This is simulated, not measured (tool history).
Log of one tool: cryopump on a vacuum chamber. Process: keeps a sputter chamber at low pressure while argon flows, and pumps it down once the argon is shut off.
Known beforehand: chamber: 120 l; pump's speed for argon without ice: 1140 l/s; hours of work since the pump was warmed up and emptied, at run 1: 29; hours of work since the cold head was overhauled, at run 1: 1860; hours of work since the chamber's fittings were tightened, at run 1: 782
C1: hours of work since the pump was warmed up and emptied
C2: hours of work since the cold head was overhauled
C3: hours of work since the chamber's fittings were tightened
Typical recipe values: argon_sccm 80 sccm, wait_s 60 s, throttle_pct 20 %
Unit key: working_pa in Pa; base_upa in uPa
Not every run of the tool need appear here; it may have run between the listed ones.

Run 1, hour 0.0: usual settings; C1 29; C2 1860; C3 782. Result: working_pa 0.5956 Pa, base_upa 2.48 uPa.
Run 2, hour 69.2: usual settings; C1 82; C2 1913; C3 835. Result: working_pa 0.5977 Pa, base_upa 2.48 uPa.
Run 3, hour 134.2: usual settings; C1 132; C2 1962; C3 884. Result: working_pa 0.5994 Pa, base_upa 2.55 uPa.
Run 4, hour 219.4: usual settings; C1 197; C2 2027; C3 949. Result: working_pa 0.6034 Pa, base_upa 2.59 uPa.
Run 5, hour 283.0: usual settings; C1 245; C2 2076; C3 998. Result: working_pa 0.6053 Pa, base_upa 2.66 uPa.
Run 6, hour 355.7: usual settings; C1 301; C2 2131; C3 1054. Result: working_pa 0.6124 Pa, base_upa 2.63 uPa.
Run 7, hour 401.4: usual settings but argon_sccm 39 sccm; C1 336; C2 2166; C3 1088. Result: working_pa 0.2959 Pa, base_upa 2.72 uPa.
Run 8, hour 469.3: usual settings but argon_sccm 39 sccm; C1 388; C2 2218; C3 1140. Result: working_pa 0.2982 Pa, base_upa 2.70 uPa.
Run 9, hour 566.2: usual settings but argon_sccm 53 sccm; C1 462; C2 2292; C3 1214. Result: working_pa 0.4024 Pa, base_upa 2.80 uPa.
Run 10, hour 623.5: usual settings but argon_sccm 53 sccm; C1 505; C2 2336; C3 1258. Result: working_pa 0.4060 Pa, base_upa 2.86 uPa.
Run 11, hour 710.8: usual settings but argon_sccm 53 sccm; C1 572; C2 2403; C3 1325. Result: working_pa 0.4100 Pa, base_upa 2.86 uPa.
Run 12, hour 761.3: usual settings but argon_sccm 53 sccm; C1 611; C2 2441; C3 1363. Result: working_pa 0.4110 Pa, base_upa 2.78 uPa.
Run 13, hour 835.5: usual settings but argon_sccm 53 sccm; C1 667; C2 2498; C3 1420. Result: working_pa 0.4132 Pa, base_upa 2.91 uPa.
Run 14, hour 915.2: usual settings; C1 728; C2 2559; C3 1481. Result: working_pa 0.6263 Pa, base_upa 2.97 uPa.
Run 15, hour 961.3: usual settings; C1 763; C2 2594; C3 1516. Result: working_pa 0.6325 Pa, base_upa 2.97 uPa.
Run 16, hour 1022.3: usual settings; C1 810; C2 2640; C3 1563. Result: working_pa 0.6298 Pa, base_upa 3.03 uPa.
At hour 1127.7: pump warmed up, emptied and cooled again.
Run 17, hour 1127.7: usual settings but throttle_pct 17 %; C1 0; C2 2717; C3 1639. Result: working_pa 0.7025 Pa, base_upa 2.84 uPa.
Run 18, hour 1194.2: usual settings but wait_s 65 s, throttle_pct 15 %; C1 51; C2 2768; C3 1690. Result: working_pa 0.7988 Pa, base_upa 2.81 uPa.
Run 19, hour 1274.1: usual settings but argon_sccm 48 sccm, wait_s 21 s, throttle_pct 16 %; C1 112; C2 2829; C3 1751. Result: working_pa 0.4474 Pa, base_upa 6.36 uPa.
Run 20, hour 1321.2: usual settings but argon_sccm 150 sccm, wait_s 183 s, throttle_pct 23 %; C1 148; C2 2865; C3 1787. Result: working_pa 0.9849 Pa, base_upa 1.67 uPa.
Run 21, hour 1366.8: usual settings but argon_sccm 79 sccm, wait_s 183 s, throttle_pct 50 %; C1 183; C2 2900; C3 1822. Result: working_pa 0.2452 Pa, base_upa 1.72 uPa.
Run 22, hour 1449.9: usual settings but argon_sccm 122 sccm, wait_s 251 s; C1 246; C2 2963; C3 1885. Result: working_pa 0.9245 Pa, base_upa 1.61 uPa.
Run 23, hour 1523.1: usual settings but argon_sccm 122 sccm, wait_s 251 s; C1 302; C2 3019; C3 1941. Result: working_pa 0.9303 Pa, base_upa 1.69 uPa.
Run 24, hour 1575.5: usual settings but argon_sccm 122 sccm, wait_s 251 s; C1 342; C2 3059; C3 1981. Result: working_pa 0.9257 Pa, base_upa 1.63 uPa.
At hour 1626.6: leaking fittings of the chamber tightened, without venting.
Run 25, hour 1626.6: usual settings but argon_sccm 122 sccm, wait_s 251 s; C1 379; C2 3097; C3 0. Result: working_pa 0.9301 Pa, base_upa 0.80 uPa.
Run 26, hour 1669.2: usual settings but argon_sccm 122 sccm, wait_s 251 s; C1 412; C2 3129; C3 32. Result: working_pa 0.9367 Pa, base_upa 0.81 uPa.
Run 27, hour 1753.1: usual settings but argon_sccm 57 sccm, wait_s 257 s, throttle_pct 36 %; C1 476; C2 3193; C3 97. Result: working_pa 0.2509 Pa, base_upa 0.86 uPa.
Run 28, hour 1801.4: usual settings but argon_sccm 65 sccm, wait_s 196 s, throttle_pct 41 %; C1 513; C2 3230; C3 133. Result: working_pa 0.2527 Pa, base_upa 1.00 uPa.
Run 29, hour 1877.6: usual settings but argon_sccm 65 sccm, wait_s 196 s, throttle_pct 41 %; C1 571; C2 3288; C3 192. Result: working_pa 0.2558 Pa, base_upa 1.02 uPa.
Run 30, hour 1950.8: usual settings but argon_sccm 79 sccm, wait_s 97 s, throttle_pct 43 %; C1 627; C2 3344; C3 248. Result: working_pa 0.2994 Pa, base_upa 1.63 uPa.
Run 31, hour 2032.9: usual settings but argon_sccm 51 sccm, wait_s 192 s, throttle_pct 23 %; C1 690; C2 3407; C3 310. Result: working_pa 0.3480 Pa, base_upa 1.11 uPa.
Run 32, hour 2099.8: usual settings but argon_sccm 35 sccm, wait_s 192 s, throttle_pct 17 %; C1 741; C2 3458; C3 361. Result: working_pa 0.3202 Pa, base_upa 1.17 uPa.
Run 33, hour 2175.5: usual settings but argon_sccm 138 sccm, throttle_pct 60 %; C1 799; C2 3516; C3 419. Result: working_pa 0.4034 Pa, base_upa 2.52 uPa.
Run 34, hour 2271.0: usual settings but argon_sccm 138 sccm, throttle_pct 60 %; C1 871; C2 3589; C3 492. Result: working_pa 0.4096 Pa, base_upa 2.50 uPa.

Below, some changes in working_pa between adjacent runs. For each, the amount present without the hidden state too (settings, incoming material, random variation) and the amount remaining for the hidden state with gauge scatter not shared by both compared results:
The hidden state here: pump's speed, % of a pump's without ice; cold plate's temperature, K; leak into the chamber, uPa l/s; drift of the gauge itself on working_pa, %; drift of the gauge itself on base_upa, %.
Run 16 -> 17: throttle_pct 20 -> 17, pump warmed up, emptied and cooled again. working_pa +0.0727 Pa: hidden state -0.0332, all else +0.1059.
Run 20 -> 21: argon_sccm 150 -> 79, throttle_pct 23 -> 50. working_pa -0.7397 Pa: hidden state -0.0065, all else -0.7332.
Run 21 -> 22: argon_sccm 79 -> 122, wait_s 183 -> 251, throttle_pct 50 -> 20. working_pa +0.6793 Pa: hidden state +0.0088, all else +0.6705.
Run 26 -> 27: argon_sccm 122 -> 57, wait_s 251 -> 257, throttle_pct 20 -> 36. working_pa -0.6858 Pa: hidden state -0.0134, all else -0.6724.
Run 32 -> 33: argon_sccm 35 -> 138, wait_s 192 -> 60, throttle_pct 17 -> 60. working_pa +0.0832 Pa: hidden state +0.0475, all else +0.0357.

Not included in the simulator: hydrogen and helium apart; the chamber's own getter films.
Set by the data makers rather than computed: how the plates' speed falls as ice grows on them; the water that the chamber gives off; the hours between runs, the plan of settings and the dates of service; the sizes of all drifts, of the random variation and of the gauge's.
